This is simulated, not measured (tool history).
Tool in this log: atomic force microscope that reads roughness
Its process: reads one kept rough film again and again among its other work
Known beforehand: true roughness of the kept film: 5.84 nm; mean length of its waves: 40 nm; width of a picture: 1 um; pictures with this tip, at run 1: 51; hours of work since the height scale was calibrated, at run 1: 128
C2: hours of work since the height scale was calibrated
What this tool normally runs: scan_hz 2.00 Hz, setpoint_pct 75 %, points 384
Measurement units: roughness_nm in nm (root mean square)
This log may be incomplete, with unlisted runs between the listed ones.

Run 1, hour 0.0: usual settings; pictures with this tip 51; C2 128. Result: roughness_nm 4.297 nm (root mean square).
Run 2, hour 34.2: usual settings; pictures with this tip 95; C2 145. Result: roughness_nm 4.030 nm (root mean square).
Run 3, hour 58.2: usual settings; pictures with this tip 127; C2 156. Result: roughness_nm 3.893 nm (root mean square).
Run 4, hour 78.5: usual settings; pictures with this tip 153; C2 166. Result: roughness_nm 3.785 nm (root mean square).
At hour 97.5: new tip fitted.
Run 5, hour 97.5: usual settings; pictures with this tip 0; C2 175. Result: roughness_nm 4.676 nm (root mean square).
Run 6, hour 119.7: usual settings; pictures with this tip 29; C2 186. Result: roughness_nm 4.440 nm (root mean square).
Run 7, hour 148.4: usual settings but setpoint_pct 83 %; pictures with this tip 66; C2 199. Result: roughness_nm 3.944 nm (root mean square).
Run 8, hour 167.8: usual settings but setpoint_pct 83 %; pictures with this tip 91; C2 209. Result: roughness_nm 3.786 nm (root mean square).
Run 9, hour 197.3: usual settings but setpoint_pct 83 %; pictures with this tip 130; C2 223. Result: roughness_nm 3.622 nm (root mean square).
Run 10, hour 218.3: usual settings but setpoint_pct 83 %, points 923; pictures with this tip 157; C2 233. Result: roughness_nm 3.515 nm (root mean square).
At hour 235.0: new tip fitted.
Run 11, hour 241.6: usual settings but setpoint_pct 83 %, points 923; pictures with this tip 9; C2 244. Result: roughness_nm 4.325 nm (root mean square).
Run 12, hour 275.2: usual settings; pictures with this tip 52; C2 260. Result: roughness_nm 4.317 nm (root mean square).
Run 13, hour 318.8: usual settings but scan_hz 3.88 Hz, setpoint_pct 56 %, points 343; pictures with this tip 109; C2 281. Result: roughness_nm 4.238 nm (root mean square).
Run 14, hour 338.0: usual settings but setpoint_pct 81 %, points 381; pictures with this tip 134; C2 291. Result: roughness_nm 3.683 nm (root mean square).
Run 15, hour 360.0: usual settings but scan_hz 2.01 Hz, setpoint_pct 81 %, points 381; pictures with this tip 162; C2 301. Result: roughness_nm 3.549 nm (root mean square).
At hour 372.6: new tip fitted.
Run 16, hour 386.6: usual settings but scan_hz 1.61 Hz, setpoint_pct 64 %, points 381; pictures with this tip 18; C2 314. Result: roughness_nm 4.856 nm (root mean square).
Run 17, hour 414.3: usual settings but scan_hz 0.98 Hz, setpoint_pct 79 %, points 672; pictures with this tip 54; C2 327. Result: roughness_nm 4.521 nm (root mean square).
Run 18, hour 458.0: usual settings but scan_hz 2.76 Hz, setpoint_pct 79 %, points 554; pictures with this tip 111; C2 348. Result: roughness_nm 3.599 nm (root mean square).
Run 19, hour 487.9: usual settings but scan_hz 2.76 Hz, setpoint_pct 79 %, points 554; pictures with this tip 150; C2 363. Result: roughness_nm 3.405 nm (root mean square).
Run 20, hour 506.6: usual settings but scan_hz 2.76 Hz, setpoint_pct 79 %, points 554; pictures with this tip 174; C2 372. Result: roughness_nm 3.335 nm (root mean square).
At hour 510.8: new tip fitted.
Run 21, hour 540.6: usual settings but scan_hz 2.14 Hz, setpoint_pct 89 %, points 458; pictures with this tip 39; C2 388. Result: roughness_nm 3.781 nm (root mean square).
Run 22, hour 567.2: usual settings but scan_hz 2.14 Hz, setpoint_pct 56 %, points 601; pictures with this tip 74; C2 401. Result: roughness_nm 4.579 nm (root mean square).
Run 23, hour 586.6: usual settings but scan_hz 1.17 Hz, setpoint_pct 66 %, points 379; pictures with this tip 99; C2 410. Result: roughness_nm 4.421 nm (root mean square).
Run 24, hour 606.8: usual settings but scan_hz 0.52 Hz, setpoint_pct 83 %, points 379; pictures with this tip 125; C2 420. Result: roughness_nm 4.289 nm (root mean square).

Here are 3 independent what-if runs from the current tool condition. What would each one return?
Run A, hour 640.2: usual settings but setpoint_pct 76 %; pictures with this tip 168; C2 436. Result: roughness_nm ?.
Run B, hour 640.2: usual settings; pictures with this tip 168; C2 436. Result: roughness_nm ?.
Run C, hour 640.2: usual settings but scan_hz 2.36 Hz, setpoint_pct 62 %, points 299; pictures with this tip 168; C2 436. Result: roughness_nm ?.

run  roughness_nm
  A         3.653
  B         3.727
  C         3.945
Take away the tool's hidden state, keep each run's random variation, and the runs would have read:
run  roughness_nm
  A         4.608
  B         4.699
  C         4.975

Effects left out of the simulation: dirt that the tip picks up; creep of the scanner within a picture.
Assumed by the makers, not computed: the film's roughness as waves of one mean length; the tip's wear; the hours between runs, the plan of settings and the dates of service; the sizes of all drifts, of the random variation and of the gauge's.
